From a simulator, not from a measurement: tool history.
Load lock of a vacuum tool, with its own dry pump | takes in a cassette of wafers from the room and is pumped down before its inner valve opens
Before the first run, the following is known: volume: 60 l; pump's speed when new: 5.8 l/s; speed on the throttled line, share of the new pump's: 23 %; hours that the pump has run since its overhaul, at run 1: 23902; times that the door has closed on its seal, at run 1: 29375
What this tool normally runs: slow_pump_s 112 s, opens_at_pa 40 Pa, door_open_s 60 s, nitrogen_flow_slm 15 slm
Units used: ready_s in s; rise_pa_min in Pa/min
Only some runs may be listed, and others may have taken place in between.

| run | hour | slow_pump_s | opens_at_pa | door_open_s | nitrogen_flow_slm | hours that the pump has run since its overhaul | times that the door has closed on its seal | incoming humidity of the room's air, % | ready_s | rise_pa_min |
|---|---|---|---|---|---|---|---|---|---|---|
| 1 | 0 | 112 | 40 | 60 | 15 | 23902 | 29375 | 44.8 | 181.3 | 0.232 |
|  | 297.6 | dry pump taken out, an overhauled one fitted |
| 2 | 595.4 | 112 | 40 | 60 | 15 | 298 | 31528 | 43.5 | 168.4 | 0.243 |
| 3 | 1181.5 | 112 | 40 | 60 | 15 | 884 | 33669 | 44.5 | 169.3 | 0.267 |
| 4 | 1590.2 | 112 | 40 | 60 | 15 | 1293 | 35162 | 45.1 | 167.8 | 0.289 |
| 5 | 2146 | 112 | 40 | 164 | 15 | 1848 | 37192 | 46.3 | 169.6 | 0.335 |
| 6 | 2545.6 | 112 | 40 | 27 | 15 | 2248 | 38652 | 46.9 | 168.8 | 0.301 |
| 7 | 2872.3 | 112 | 40 | 27 | 35 | 2575 | 39846 | 43.9 | 168.5 | 0.307 |
| 8 | 3445.7 | 112 | 59 | 60 | 15 | 3148 | 41940 | 45.6 | 165.6 | 0.356 |
| 9 | 4147 | 112 | 59 | 228 | 15 | 3849 | 44502 | 43.9 | 165.6 | 0.413 |
| 10 | 4747.8 | 112 | 40 | 60 | 15 | 4450 | 46697 | 47.6 | 169.4 | 0.406 |
| 11 | 5045.4 | 112 | 40 | 60 | 15 | 4748 | 47784 | 43.5 | 171.1 | 0.412 |
| 12 | 5679.6 | 112 | 40 | 60 | 5 | 5382 | 50100 | 42.1 | 170.4 | 0.451 |
| 13 | 6144.9 | 112 | 37 | 60 | 15 | 5847 | 51800 | 45.3 | 171.5 | 0.457 |
| 14 | 6607.6 | 78 | 37 | 60 | 10 | 6310 | 53490 | 42 | 145.9 | 0.495 |
| 15 | 7166 | 112 | 32 | 60 | 15 | 6868 | 55530 | 44.1 | 173.3 | 0.512 |
| 16 | 7788.9 | 113 | 40 | 57 | 28 | 7491 | 57805 | 45.1 | 171.3 | 0.53 |
| 17 | 8337.3 | 157 | 72 | 103 | 13 | 8040 | 59809 | 43.3 | 198.3 | 0.588 |
| 18 | 8801.7 | 157 | 72 | 103 | 13 | 8504 | 61505 | 41.7 | 199.5 | 0.605 |
| 19 | 9249.9 | 157 | 42 | 103 | 13 | 8952 | 63142 | 46.4 | 205.8 | 0.613 |
| 20 | 9681.4 | 157 | 31 | 103 | 9 | 9384 | 64718 | 45.1 | 208.2 | 0.657 |
| 21 | 10112.8 | 133 | 31 | 79 | 9 | 9815 | 66294 | 39.4 | 189.9 | 0.654 |
| 22 | 10690.9 | 133 | 31 | 79 | 9 | 10393 | 68406 | 40.2 | 192.2 | 0.692 |
| 23 | 11182.9 | 112 | 31 | 60 | 21 | 10885 | 70203 | 46 | 176.8 | 0.698 |
| 24 | 11826.1 | 112 | 31 | 60 | 21 | 11529 | 72553 | 47.7 | 176.2 | 0.73 |

Below are 3 alternative next runs, each starting from the tool's condition after run 24. Predict each:
| A | 12385 | 112 | 49 | 180 | 21 | 12087 | 74595 | 46.4 | ? | ? |
| B | 12385 | 112 | 40 | 28 | 7 | 12087 | 74595 | 48.9 | ? | ? |
| C | 12385 | 144 | 31 | 205 | 35 | 12087 | 74595 | 46.8 | ? | ? |

| run | ready_s | rise_pa_min |
|---|---|---|
| A | 172 | 0.776 |
| B | 174.1 | 0.779 |
| C | 199.8 | 0.785 |
Without the tool's hidden state the same runs would have given:
| run | ready_s | rise_pa_min |
|---|---|---|
| A | 166 | 0.052 |
| B | 167.9 | 0.035 |
| C | 194.2 | 0.047 |
